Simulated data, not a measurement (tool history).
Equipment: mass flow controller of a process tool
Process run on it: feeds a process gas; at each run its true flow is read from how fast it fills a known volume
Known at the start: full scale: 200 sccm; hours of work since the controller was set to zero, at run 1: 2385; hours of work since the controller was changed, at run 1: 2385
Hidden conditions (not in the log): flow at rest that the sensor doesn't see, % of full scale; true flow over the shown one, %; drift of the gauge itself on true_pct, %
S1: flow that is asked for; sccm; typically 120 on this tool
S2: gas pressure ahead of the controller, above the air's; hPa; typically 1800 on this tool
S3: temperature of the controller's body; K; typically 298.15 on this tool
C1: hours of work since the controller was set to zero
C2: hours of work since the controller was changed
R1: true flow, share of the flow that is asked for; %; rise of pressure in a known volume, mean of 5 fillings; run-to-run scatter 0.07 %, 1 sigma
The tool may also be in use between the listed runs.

run	hour	S1	S2	S3	C1	C2	R1
1	0	120	1800	298.15	2385	2385	99.45
2	75.4	161	1800	298.15	2422	2422	99.7
3	143.8	161	1800	298.15	2456	2456	99.59
4	270.5	161	1800	298.15	2519	2519	99.56
5	371.5	161	1800	298.15	2569	2569	99.7
6	424.4	120	1800	308.15	2595	2595	100.32
7	544.6	120	1800	308.15	2654	2654	100.22
8	627	120	1800	308.15	2695	2695	100.32
9	705.3	75	1800	298.15	2733	2733	98.98
10	781.5	74	1800	298.15	2771	2771	98.99
11	840.9	120	2660	298.15	2800	2800	99.75
12	920.3	120	2590	298.15	2840	2840	99.49
13	995.6	120	2590	298.15	2877	2877	99.71
14	1101.6	120	2530	299.15	2929	2929	99.59
15	1180.7	120	2530	299.15	2968	2968	99.72
16	1294.3	22	2530	307.15	3025	3025	99.62
17	1383.7	120	1560	293.15	3069	3069	98.92
18	1485.8	120	1560	293.15	3119	3119	98.82
19	1601.2	55	2650	298.15	3176	3176	99.31
20	1712.5	40	2600	298.15	3231	3231	99.15
21	1768.4	40	2600	298.15	3259	3259	98.99
22	1843.8	101	1500	302.15	3296	3296	99.48
23	1944.4	36	2170	293.15	3346	3346	98.43
24	2066.3	153	2010	299.15	3406	3406	99.78
25	2180.5	153	2010	299.15	3462	3462	99.76

Below are 5 alternative next runs, each starting from the tool's condition after run 25. Predict each:
A	2308.7	25	2010	293.15	3526	3526	?
B	2308.7	120	2520	313.15	3526	3526	?
C	2308.7	20	1740	304.15	3526	3526	?
D	2308.7	80	2120	298.15	3526	3526	?
E	2308.7	69	1520	310.15	3526	3526	?

run	R1
A	98.4
B	101.09
C	99.29
D	99.18
E	100.13
Take away the tool's hidden state, keep each run's random variation, and the runs would have read:
run	R1
A	98.38
B	101.09
C	99.28
D	99.17
E	100.13
